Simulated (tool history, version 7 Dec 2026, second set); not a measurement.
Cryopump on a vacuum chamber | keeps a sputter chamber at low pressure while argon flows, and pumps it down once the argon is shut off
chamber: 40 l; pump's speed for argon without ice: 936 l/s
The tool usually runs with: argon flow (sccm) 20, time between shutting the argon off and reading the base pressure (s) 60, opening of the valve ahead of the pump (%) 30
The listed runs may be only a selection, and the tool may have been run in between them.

run,hour,argon flow (sccm),time between shutting the argon off and reading the base pressure (s),opening of the valve ahead of the pump (%),pressure while argon flows (Pa),pressure after the wait (uPa)
1,0.0,20,60,30,0.1235,2.47
2,43.1,16,60,30,0.0986,2.46
3,84.7,20,60,30,0.1248,2.45
4,108.2,20,60,30,0.1238,2.52
5,156.6,20,60,30,0.1235,2.42
6,181.1,20,60,30,0.1236,2.52
7,231.5,20,60,23,0.1622,2.61
8,261.5,20,60,23,0.1624,2.52
9,296.1,20,60,30,0.1244,2.73
10,318.9,20,60,30,0.1249,2.62
11,350.6,20,253,24,0.1550,1.87
12,387.4,20,253,24,0.1555,1.92
13,428.4,20,297,27,0.1389,1.91
14,457.6,20,83,30,0.1259,2.39
15,480.9,20,83,30,0.1261,2.51
16,508.4,20,104,44,0.0886,2.30
17,544.7,8,60,42,0.0370,2.81
18,580.6,17,35,34,0.0962,3.48
# hour 594.4: leaking fittings of the chamber tightened, without venting
19,627.9,20,95,30,0.1281,0.99

Consider 5 possible next runs. They are alternatives, not a sequence: every one starts from the tool as it was left by run 19. What does each give?
A,665.7,20,40,30,?,?
B,665.7,37,60,30,?,?
C,665.7,20,60,59,?,?
D,665.7,17,25,26,?,?
E,665.7,10,94,30,?,?

run,pressure while argon flows (Pa),pressure after the wait (uPa)
A,0.1274,1.91
B,0.2374,1.40
C,0.0681,1.47
D,0.1246,2.85
E,0.0633,1.07
With the hidden condition removed and each run's random variation left untouched, the same runs would have given:
run,pressure while argon flows (Pa),pressure after the wait (uPa)
A,0.1198,1.80
B,0.2233,1.30
C,0.0606,1.37
D,0.1182,2.75
E,0.0595,0.96
